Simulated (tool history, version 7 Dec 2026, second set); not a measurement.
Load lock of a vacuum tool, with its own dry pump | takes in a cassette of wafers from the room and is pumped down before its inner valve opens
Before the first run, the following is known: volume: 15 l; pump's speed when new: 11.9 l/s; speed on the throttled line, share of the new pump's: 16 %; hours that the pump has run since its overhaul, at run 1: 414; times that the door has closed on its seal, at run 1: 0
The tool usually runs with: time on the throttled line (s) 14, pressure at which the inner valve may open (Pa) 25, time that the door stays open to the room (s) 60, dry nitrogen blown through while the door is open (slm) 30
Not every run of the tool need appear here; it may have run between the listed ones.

| run | day | time on the throttled line (s) | pressure at which the inner valve may open (Pa) | time that the door stays open to the room (s) | dry nitrogen blown through while the door is open (slm) | hours that the pump has run since its overhaul | times that the door has closed on its seal | incoming humidity of the room's air, % | time from the closed door until the inner valve may open (s) | rise of the pressure with all valves shut (Pa/min) |
|---|---|---|---|---|---|---|---|---|---|---|
| 1 | 0 | 14 | 25 | 60 | 30 | 414 | 0 | 43.3 | 21.9 | 0.066 |
| 2 | 4.108 | 14 | 25 | 60 | 30 | 513 | 466 | 43.1 | 22.7 | 0.07 |
| 3 | 7.533 | 10 | 25 | 60 | 30 | 595 | 854 | 46.8 | 18.7 | 0.077 |
| 4 | 11.925 | 10 | 25 | 60 | 30 | 700 | 1352 | 42.7 | 18.9 | 0.076 |
| 5 | 16.071 | 10 | 25 | 60 | 30 | 800 | 1822 | 41.6 | 19.2 | 0.07 |
| 6 | 20.679 | 14 | 25 | 60 | 30 | 910 | 2344 | 43.4 | 22.1 | 0.076 |
| 7 | 23.017 | 22 | 25 | 60 | 30 | 966 | 2609 | 43.9 | 29.1 | 0.078 |
| 8 | 25.575 | 14 | 25 | 60 | 30 | 1028 | 2899 | 43.8 | 22.4 | 0.082 |
| 9 | 29.046 | 14 | 25 | 60 | 30 | 1111 | 3292 | 47.8 | 22.7 | 0.084 |
| 10 | 32.146 | 14 | 25 | 60 | 30 | 1186 | 3644 | 45.1 | 23 | 0.085 |
| 11 | 35.075 | 14 | 25 | 29 | 30 | 1256 | 3976 | 43.1 | 22.1 | 0.066 |
| 12 | 39.417 | 14 | 25 | 60 | 30 | 1360 | 4468 | 45.7 | 22.6 | 0.091 |
| 13 | 42.983 | 14 | 25 | 60 | 30 | 1446 | 4872 | 46.3 | 22 | 0.096 |
| 14 | 46.467 | 14 | 25 | 60 | 30 | 1529 | 5267 | 46.1 | 22.7 | 0.092 |
| 15 | 48.808 | 14 | 25 | 60 | 30 | 1585 | 5532 | 42.1 | 22 | 0.083 |
| 16 | 50.971 | 14 | 25 | 60 | 30 | 1637 | 5777 | 45.2 | 22.6 | 0.093 |
| 17 | 55.262 | 14 | 25 | 60 | 30 | 1740 | 6264 | 42.9 | 22.2 | 0.096 |
| 18 | 59.792 | 14 | 25 | 60 | 30 | 1849 | 6777 | 47.6 | 22.7 | 0.108 |
| 19 | 62.167 | 14 | 25 | 60 | 30 | 1906 | 7046 | 44.8 | 22.3 | 0.097 |
| 20 | 65.483 | 14 | 25 | 60 | 13 | 1986 | 7422 | 45.1 | 22.8 | 0.128 |
| 21 | 69.717 | 10 | 25 | 72 | 13 | 2087 | 7902 | 44.4 | 19.7 | 0.136 |
| 22 | 74.204 | 19 | 24 | 81 | 4 | 2195 | 8411 | 43.1 | 26.5 | 0.165 |
| 23 | 77.742 | 23 | 46 | 80 | 28 | 2280 | 8811 | 45.4 | 29.1 | 0.119 |
| 24 | 82.338 | 14 | 25 | 60 | 20 | 2390 | 9332 | 45.3 | 23 | 0.125 |
| 25 | 86.142 | 14 | 25 | 60 | 20 | 2481 | 9763 | 42.3 | 22.6 | 0.117 |
| 26 | 89.242 | 14 | 25 | 60 | 20 | 2556 | 10115 | 44 | 22.7 | 0.133 |
| 27 | 91.142 | 26 | 31 | 60 | 20 | 2601 | 10330 | 46.8 | 33 | 0.124 |
| 28 | 95.008 | 14 | 19 | 56 | 30 | 2694 | 10768 | 43 | 22.4 | 0.116 |
| 29 | 97.746 | 14 | 19 | 35 | 24 | 2760 | 11079 | 44.9 | 23.1 | 0.106 |
| 30 | 101.217 | 7 | 43 | 32 | 13 | 2843 | 11472 | 46.7 | 16.1 | 0.129 |
| 31 | 105.921 | 18 | 34 | 58 | 12 | 2956 | 12005 | 45.9 | 25.5 | 0.163 |
| 32 | 108.638 | 18 | 34 | 58 | 12 | 3021 | 12313 | 49.7 | 25.2 | 0.169 |
| 33 | 113.258 | 18 | 34 | 58 | 12 | 3132 | 12837 | 40.7 | 25.5 | 0.154 |
| 34 | 116.608 | 23 | 25 | 77 | 30 | 3213 | 13216 | 42.8 | 30.1 | 0.143 |
| 35 | 119.454 | 10 | 27 | 56 | 10 | 3281 | 13539 | 45.5 | 18.8 | 0.17 |
| 36 | 122.404 | 10 | 27 | 56 | 10 | 3352 | 13873 | 42.7 | 19.5 | 0.168 |
| 37 | 126.692 | 14 | 30 | 60 | 30 | 3455 | 14359 | 43.4 | 22.1 | 0.148 |
| 38 | 129.642 | 8 | 42 | 42 | 30 | 3525 | 14694 | 43.3 | 17 | 0.143 |

For some of the steps in time from the closed door until the inner valve may open (s) from one run to the next: how much would appear even if the tool had no hidden state, given the settings, what came in and random variation, and how much remains for the hidden state plus any gauge scatter that the measured result and the result without hidden state don't share?
The tool's hidden condition here consists of: pump's speed, % of a new pump's; leak at the door's seal, Pa l/s; drift of the gauge itself on ready_s, %; drift of the gauge itself on rise_pa_min, %.
Run 8 -> 9: no setting touched and nothing written in the log between the runs. time from the closed door until the inner valve may open (s) +0.3: hidden state +0.1, all else +0.2.
Run 9 -> 10: no setting touched and nothing written in the log between the runs. time from the closed door until the inner valve may open (s) +0.3: hidden state -0.1, all else +0.4.
Run 11 -> 12: time that the door stays open to the room (s) 29 -> 60. time from the closed door until the inner valve may open (s) +0.5: hidden state +0.1, all else +0.4.
Run 26 -> 27: time on the throttled line (s) 14 -> 26, pressure at which the inner valve may open (Pa) 25 -> 31. time from the closed door until the inner valve may open (s) +10.3: hidden state +0, all else +10.3.
Run 27 -> 28: time on the throttled line (s) 26 -> 14, pressure at which the inner valve may open (Pa) 31 -> 19, time that the door stays open to the room (s) 60 -> 56, dry nitrogen blown through while the door is open (slm) 20 -> 30. time from the closed door until the inner valve may open (s) -10.6: hidden state +0.1, all else -10.7.
Run 34 -> 35: time on the throttled line (s) 23 -> 10, pressure at which the inner valve may open (Pa) 25 -> 27, time that the door stays open to the room (s) 77 -> 56, dry nitrogen blown through while the door is open (slm) 30 -> 10. time from the closed door until the inner valve may open (s) -11.3: hidden state +0.1, all else -11.4.
